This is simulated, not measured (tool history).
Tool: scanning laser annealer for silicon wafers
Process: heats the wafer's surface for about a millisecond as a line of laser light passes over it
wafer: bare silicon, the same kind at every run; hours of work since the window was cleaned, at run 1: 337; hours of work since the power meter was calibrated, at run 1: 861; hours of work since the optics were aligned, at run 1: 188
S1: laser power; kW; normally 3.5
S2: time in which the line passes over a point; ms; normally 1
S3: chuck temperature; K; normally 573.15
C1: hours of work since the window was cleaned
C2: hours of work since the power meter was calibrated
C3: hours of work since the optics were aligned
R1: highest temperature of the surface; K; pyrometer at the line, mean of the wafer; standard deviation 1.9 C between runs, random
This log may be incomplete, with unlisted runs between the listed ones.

run     day     S1    S2      S3   C1    C2    C3       R1
  1       0    3.5     1  573.15  337   861   188  1370.15
  2    1.85    3.5     1  573.15  367   890   218  1369.15
  3     2.8    3.5     1  573.15  382   906   233  1364.15
  4   4.421    3.5     1  573.15  408   931   259  1361.15
      4.946  -- window over the wafer cleaned
  5   6.325    3.5     1  573.15   22   960   288  1409.15
  6   7.596    3.5     1  573.15   42   981   308  1401.15
  7   8.588  3.686     1  573.15   58   996   324  1455.15
  8   9.838  3.686     1  573.15   78  1016   344  1454.15
  9  10.971  3.019     1  573.15   96  1035   362  1256.15
 10  12.342  3.019     1  573.15  118  1056   384  1252.15
 11  14.262  3.019     1  573.15  149  1087   414  1245.15
 12  15.392  3.019     1  573.15  167  1105   432  1246.15
 13  17.071  3.019     1  594.15  193  1132   459  1264.15
     17.329  -- laser's power meter calibrated
 14  19.146  3.019     1  594.15  225    29   490  1258.15
 15  20.817  3.019     1  594.15  251    56   517  1256.15
 16  22.717  3.197     1  573.15  281    86   547  1282.15
 17      24    3.5  0.99  573.15  302   106   568  1360.15
     24.579  -- laser's power meter calibrated, once more
 18  25.817    3.5  0.99  573.15  329    20   595  1360.15
 19  27.383    3.5     1  573.15  354    45   620  1358.15
 20  28.521    3.5     1  573.15  372    63   638  1355.15
 21  30.325    3.5     1  570.15  401    92   666  1350.15
     31.279  -- window over the wafer cleaned
 22   31.85    3.5     1  570.15    9   115   689  1400.15
 23  32.871  3.556     1  575.15   25   131   706  1417.15
 24   34.15  3.556     1  575.15   46   151   726  1413.15
 25  35.154  3.497  1.02  551.15   62   167   742  1380.15
 26  36.238    3.5     1  588.15   79   185   759  1404.15
 27  37.929  3.276   0.8  591.15  106   212   786  1261.15
 28  39.871   3.14     1  573.15  137   243   817  1280.15
 29  41.479  3.066   1.1  538.15  163   268   843  1253.15
 30  42.588  3.155     1  596.15  180   286   861  1303.15
 31  44.088  3.794  1.13  549.15  204   310   885  1488.15
 32  45.604  3.774  1.13  563.15  229   334   909  1496.15
 33  47.129  3.683     1  594.15  253   358   933  1443.15
 34  48.854  2.994  0.91  560.15  280   386   961  1182.15
 35  50.767  2.999  0.74  610.15  311   416   991  1169.15
 36  52.675  2.999  0.74  610.15  341   447  1022  1164.15
 37  53.942  2.999  0.74  610.15  362   467  1042  1163.15
 38  54.829  3.262  0.99  597.15  376   481  1056  1304.15
 39  55.992  3.262  0.99  597.15  394   500  1075  1304.15
 40  56.942  3.262  0.99  597.15  409   515  1090  1300.15

3 options for the next run, each taken on its own from the tool as it stands now. Forecast them:
     57.329  -- window over the wafer cleaned
  A  58.583  3.788  0.73  560.15  20  540  1115   ?
     57.329  -- window over the wafer cleaned
  B  58.583  3.799     1  573.15  20  540  1115   ?
     57.329  -- window over the wafer cleaned
  C  58.583  3.385  1.16  589.15  20  540  1115   ?

run       R1
  A  1336.15
  B  1482.15
  C  1434.15
With the hidden condition removed and each run's random variation left untouched, the same runs would have given:
run       R1
  A  1360.15
  B  1510.15
  C  1460.15

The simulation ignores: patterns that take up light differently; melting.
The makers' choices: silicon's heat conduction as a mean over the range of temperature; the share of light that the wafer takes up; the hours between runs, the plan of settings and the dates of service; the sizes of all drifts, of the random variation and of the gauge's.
